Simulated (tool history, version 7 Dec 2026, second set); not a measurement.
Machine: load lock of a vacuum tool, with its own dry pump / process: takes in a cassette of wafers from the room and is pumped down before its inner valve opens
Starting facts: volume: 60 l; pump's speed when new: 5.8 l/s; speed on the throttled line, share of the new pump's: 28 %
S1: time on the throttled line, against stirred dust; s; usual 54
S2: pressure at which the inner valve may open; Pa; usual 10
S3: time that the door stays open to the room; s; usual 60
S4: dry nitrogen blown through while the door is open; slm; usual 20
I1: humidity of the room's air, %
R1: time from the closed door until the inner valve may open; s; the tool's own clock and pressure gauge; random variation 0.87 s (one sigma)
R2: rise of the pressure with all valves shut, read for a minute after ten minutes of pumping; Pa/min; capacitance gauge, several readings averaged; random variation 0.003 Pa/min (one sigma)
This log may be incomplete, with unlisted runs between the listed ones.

Run 1, day 0.000: usual settings; I1 45.3. Result: R1 144.5 s, R2 0.058 Pa/min.
Run 2, day 5.221: usual settings but S1 28 s; I1 43.3. Result: R1 127.7 s, R2 0.066 Pa/min.
Run 3, day 8.492: usual settings but S1 28 s; I1 42.9. Result: R1 127.9 s, R2 0.066 Pa/min.
Run 4, day 13.133: usual settings; I1 42.1. Result: R1 145.0 s, R2 0.066 Pa/min.
Run 5, day 15.742: usual settings; I1 43.5. Result: R1 146.2 s, R2 0.074 Pa/min.
Run 6, day 19.075: usual settings; I1 45.9. Result: R1 145.9 s, R2 0.071 Pa/min.
Run 7, day 21.796: usual settings; I1 43.0. Result: R1 146.0 s, R2 0.070 Pa/min.
Run 8, day 25.054: usual settings but S4 11 slm; I1 42.1. Result: R1 145.1 s, R2 0.080 Pa/min.
Run 9, day 27.462: usual settings but S1 38 s, S2 12 Pa, S4 11 slm; I1 45.4. Result: R1 133.0 s, R2 0.078 Pa/min.
Run 10, day 33.196: usual settings but S4 5 slm; I1 46.5. Result: R1 147.5 s, R2 0.090 Pa/min.

Forecast run 11:
Run 11, day 35.783: usual settings but S3 55 s, S4 30 slm; I1 45.9. Result: R1 ?, R2 ?.

{"run 11": {"R1": 144.9, "R2": 0.069}}
Minus the tool's unlogged condition, the same run would have read R1 134.0 s, R2 0.008 Pa/min.
